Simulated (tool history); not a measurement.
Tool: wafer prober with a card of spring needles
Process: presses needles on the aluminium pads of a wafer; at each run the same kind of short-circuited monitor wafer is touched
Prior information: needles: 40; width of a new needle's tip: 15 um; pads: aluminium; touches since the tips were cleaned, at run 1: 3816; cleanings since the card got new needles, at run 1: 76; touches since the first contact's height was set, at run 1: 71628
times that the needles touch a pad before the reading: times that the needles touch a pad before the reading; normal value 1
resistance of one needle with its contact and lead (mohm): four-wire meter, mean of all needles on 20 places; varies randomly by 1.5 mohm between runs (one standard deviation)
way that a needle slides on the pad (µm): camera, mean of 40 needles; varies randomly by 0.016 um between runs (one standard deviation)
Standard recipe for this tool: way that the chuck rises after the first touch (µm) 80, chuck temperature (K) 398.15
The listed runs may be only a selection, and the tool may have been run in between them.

run     day  way that the chuck rises after the first touch (µm)  chuck temperature (K)  times that the needles touch a pad before the reading  touches since the tips were cleaned  cleanings since the card got new needles  touches since the first contact's height was set  resistance of one needle with its contact and lead (mohm)  way that a needle slides on the pad (µm)
  1       0                                                   80                 398.15                                                      1                                 3816                                        76                                             71628                                                        146                                     14.47
      0.304  -- height of the first contact set anew
      0.904  -- tips cleaned on abrasive film
  2   1.696                                                   80                 398.15                                                      1                                 4554                                        77                                              7961                                                        146                                     14.44
      2.454  -- tips cleaned on abrasive film
  3   3.708                                                   80                 398.15                                                      2                                 7179                                        78                                             19455                                                        141                                     14.44
      4.038  -- tips cleaned on abrasive film
        5.5  -- tips cleaned on abrasive film
  4   6.471                                                   80                 398.15                                                      1                                 5567                                        80                                             35232                                                        142                                     14.41
      7.154  -- tips cleaned on abrasive film
  5   8.058                                                   89                 398.15                                                      1                                 5179                                        81                                             44279                                                        145                                     16.01
      8.671  -- tips cleaned on abrasive film
  6   9.646                                                   89                 398.15                                                      1                                 5579                                        82                                             53353                                                        143                                     15.98
     10.317  -- tips cleaned on abrasive film
     11.875  -- tips cleaned on abrasive film
  7  12.196                                                   89                 398.15                                                      1                                 1848                                        84                                             67912                                                        144                                        16
     13.296  -- height of the first contact set anew
     13.579  -- tips cleaned on abrasive film
     15.042  -- tips cleaned on abrasive film
  8   15.15                                                   89                 352.15                                                      1                                  617                                        86                                             10565                                                        135                                     15.92
     16.629  -- tips cleaned on abrasive film
  9  17.388                                                   86                 308.15                                                      3                                 4338                                        87                                             23358                                                        131                                     15.36
     18.162  -- tips cleaned on abrasive film
     19.646  -- tips cleaned on abrasive film
 10  19.646                                                   67                 385.15                                                      1                                    0                                        89                                             36256                                                        143                                     11.95
       21.2  -- tips cleaned on abrasive film
 11    21.2                                                   94                 398.15                                                      1                                    0                                        90                                             45118                                                        140                                     16.74
     22.917  -- tips cleaned on abrasive film
     24.396  -- tips cleaned on abrasive film
 12  24.575                                                   94                 398.15                                                      1                                 1025                                        92                                             64399                                                        139                                     16.74
     25.996  -- tips cleaned on abrasive film
     26.346  -- height of the first contact set anew
     27.538  -- tips cleaned on abrasive film
 13  27.575                                                   77                 317.15                                                      1                                  222                                        94                                              7014                                                        130                                     13.67

Predict each of these 5 candidate next runs independently; none follows another, all start after run 13:
     29.154  -- tips cleaned on abrasive film
  A  30.012                                                   77                 384.15                                                      2                                 4907                                        95                                             20943                                                          ?                                         ?
     29.154  -- tips cleaned on abrasive film
  B  30.012                                                   77                 317.15                                                      3                                 4907                                        95                                             20943                                                          ?                                         ?
     29.154  -- tips cleaned on abrasive film
  C  30.012                                                   77                 315.15                                                      1                                 4907                                        95                                             20943                                                          ?                                         ?
     29.154  -- tips cleaned on abrasive film
  D  30.012                                                   77                 318.15                                                      2                                 4907                                        95                                             20943                                                          ?                                         ?
     29.154  -- tips cleaned on abrasive film
  E  30.012                                                   64                 335.15                                                      2                                 4907                                        95                                             20943                                                          ?                                         ?

run  resistance of one needle with its contact and lead (mohm)  way that a needle slides on the pad (µm)
  A                                                        141                                     13.62
  B                                                        129                                     13.65
  C                                                        135                                     13.64
  D                                                        131                                     13.63
  E                                                        138                                     11.33
The same runs, with their run-to-run variation unchanged, on a tool lacking any hidden condition would have given:
run  resistance of one needle with its contact and lead (mohm)  way that a needle slides on the pad (µm)
  A                                                        140                                      13.9
  B                                                        128                                     13.93
  C                                                        134                                     13.92
  D                                                        131                                     13.91
  E                                                        138                                     11.56
